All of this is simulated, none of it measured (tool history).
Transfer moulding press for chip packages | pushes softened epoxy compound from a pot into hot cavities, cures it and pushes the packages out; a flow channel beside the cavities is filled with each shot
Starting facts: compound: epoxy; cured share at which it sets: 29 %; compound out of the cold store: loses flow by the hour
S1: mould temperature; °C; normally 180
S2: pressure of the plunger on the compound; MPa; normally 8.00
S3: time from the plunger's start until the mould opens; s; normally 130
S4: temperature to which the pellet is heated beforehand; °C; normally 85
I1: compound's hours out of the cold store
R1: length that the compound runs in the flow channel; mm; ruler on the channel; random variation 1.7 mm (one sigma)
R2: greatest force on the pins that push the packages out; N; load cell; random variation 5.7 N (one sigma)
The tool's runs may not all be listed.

run,day,S1,S2,S3,S4,I1,R1,R2
1,0.000,180,8.00,130,85,46.6,724,363
2,0.804,180,8.00,130,85,19.4,879,362
3,1.362,180,8.00,130,85,35.8,781,385
4,1.958,180,8.00,130,85,35.1,787,406
5,2.458,180,8.00,130,85,18.1,883,405
# day 2.954: cavities cleaned with cleaning compound and waxed
6,3.371,180,9.23,130,85,40.7,811,232
7,4.138,180,8.00,130,85,14.2,909,294
8,4.604,180,8.00,130,85,11.3,927,320
9,5.558,180,8.62,130,85,25.1,870,357
10,6.525,180,8.62,130,85,24.4,877,372
11,7.483,186,6.49,125,75,14.2,806,391
12,8.171,186,6.49,125,75,22.0,761,377
13,8.638,186,6.49,125,75,40.1,673,384
14,9.467,186,6.49,125,75,22.6,758,402
# day 9.596: cavities cleaned with cleaning compound and waxed
15,10.454,173,6.49,136,75,13.5,830,321

What does the tool deliver on the next run?
16,11.075,185,7.54,121,79,12.6,?,?

Run 16 measured R1 877 mm, R2 299 N.
If the tool had no hidden condition, the same run with the same run-to-run variation would have returned R1 912 mm, R2 205 N.
